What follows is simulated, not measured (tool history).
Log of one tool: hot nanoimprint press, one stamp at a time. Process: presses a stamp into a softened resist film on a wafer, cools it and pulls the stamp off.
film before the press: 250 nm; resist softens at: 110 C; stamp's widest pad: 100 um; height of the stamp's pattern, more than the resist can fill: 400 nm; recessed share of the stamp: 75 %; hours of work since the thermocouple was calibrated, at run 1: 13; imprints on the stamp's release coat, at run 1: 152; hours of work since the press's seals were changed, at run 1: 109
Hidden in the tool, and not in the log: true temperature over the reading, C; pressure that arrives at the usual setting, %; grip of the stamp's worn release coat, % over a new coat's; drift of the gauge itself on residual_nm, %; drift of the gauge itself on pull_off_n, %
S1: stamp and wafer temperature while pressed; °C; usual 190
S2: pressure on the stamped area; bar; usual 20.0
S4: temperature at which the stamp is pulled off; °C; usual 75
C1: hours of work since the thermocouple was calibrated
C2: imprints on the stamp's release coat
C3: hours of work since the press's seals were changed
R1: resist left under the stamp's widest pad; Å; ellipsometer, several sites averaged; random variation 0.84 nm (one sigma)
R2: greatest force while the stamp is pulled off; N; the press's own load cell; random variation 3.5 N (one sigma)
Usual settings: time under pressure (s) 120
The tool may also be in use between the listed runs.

Run 1, day 0.000: usual settings; C1 13; C2 152; C3 109. Result: R1 1125 Å, R2 178 N.
Run 2, day 0.317: usual settings; C1 17; C2 178; C3 113. Result: R1 1129 Å, R2 175 N.
Run 3, day 0.629: usual settings but time under pressure (s) 128; C1 21; C2 204; C3 117. Result: R1 1094 Å, R2 184 N.
Run 4, day 0.971: usual settings but time under pressure (s) 128; C1 24; C2 231; C3 120. Result: R1 1110 Å, R2 181 N.
Run 5, day 1.288: usual settings but time under pressure (s) 216; C1 28; C2 257; C3 124. Result: R1 898 Å, R2 184 N.
Run 6, day 1.488: usual settings but time under pressure (s) 216; C1 30; C2 273; C3 126. Result: R1 897 Å, R2 175 N.
Run 7, day 1.771: usual settings but S4 77 °C; C1 34; C2 296; C3 129. Result: R1 1121 Å, R2 181 N.
Run 8, day 1.933: usual settings; C1 35; C2 310; C3 131. Result: R1 1130 Å, R2 182 N.
Run 9, day 2.196: usual settings but S2 30.5 bar; C1 38; C2 331; C3 134. Result: R1 919 Å, R2 186 N.
Run 10, day 2.583: usual settings; C1 43; C2 363; C3 139. Result: R1 1113 Å, R2 188 N.
Run 11, day 2.758: usual settings; C1 45; C2 377; C3 141. Result: R1 1111 Å, R2 181 N.
At day 2.917: plate thermocouple calibrated.
Run 12, day 3.133: usual settings; C1 2; C2 397; C3 143. Result: R1 1110 Å, R2 194 N.
Run 13, day 3.479: usual settings but S2 20.4 bar; C1 6; C2 425; C3 147. Result: R1 1103 Å, R2 187 N.
Run 14, day 3.850: usual settings but S4 68 °C; C1 11; C2 456; C3 152. Result: R1 1119 Å, R2 203 N.
Run 15, day 4.138: usual settings but S1 183 °C, S2 16.0 bar, S4 68 °C; C1 14; C2 479; C3 155. Result: R1 1643 Å, R2 212 N.
Run 16, day 4.425: usual settings but S1 183 °C, S2 18.2 bar, S4 67 °C; C1 17; C2 503; C3 158. Result: R1 1568 Å, R2 212 N.
Run 17, day 4.596: usual settings but S1 183 °C, S2 18.2 bar, S4 67 °C; C1 19; C2 517; C3 160. Result: R1 1562 Å, R2 220 N.
At day 5.079: plate thermocouple calibrated, once more.
Run 18, day 5.092: usual settings but S1 195 °C, S4 78 °C; C1 0; C2 547; C3 164. Result: R1 897 Å, R2 187 N.
Run 19, day 5.367: usual settings but S2 17.5 bar; C1 3; C2 569; C3 167. Result: R1 1201 Å, R2 198 N.
Run 20, day 5.612: usual settings but S2 17.5 bar, time under pressure (s) 204, S4 79 °C; C1 6; C2 589; C3 170. Result: R1 967 Å, R2 195 N.
Run 21, day 5.908: usual settings but S1 202 °C, S4 78 °C; C1 9; C2 614; C3 173. Result: R1 650 Å, R2 193 N.
Run 22, day 6.254: usual settings but S2 31.7 bar, time under pressure (s) 129; C1 13; C2 642; C3 177. Result: R1 870 Å, R2 196 N.
Run 23, day 6.562: usual settings but S2 31.7 bar, time under pressure (s) 129; C1 17; C2 667; C3 181. Result: R1 887 Å, R2 212 N.

The same runs without the tool's hidden state, with the same run-to-run variation:
run    R1   R2
  1  1130  170
  2  1134  166
  3  1099  173
  4  1116  170
  5   903  171
  6   903  162
  7  1128  167
  8  1137  166
  9   927  169
 10  1121  169
 11  1119  163
 12  1122  174
 13  1115  166
 14  1131  179
 15  1658  186
 16  1584  184
 17  1578  190
 18   899  160
 19  1204  169
 20   970  165
 21   652  162
 22   874  164
 23   892  176

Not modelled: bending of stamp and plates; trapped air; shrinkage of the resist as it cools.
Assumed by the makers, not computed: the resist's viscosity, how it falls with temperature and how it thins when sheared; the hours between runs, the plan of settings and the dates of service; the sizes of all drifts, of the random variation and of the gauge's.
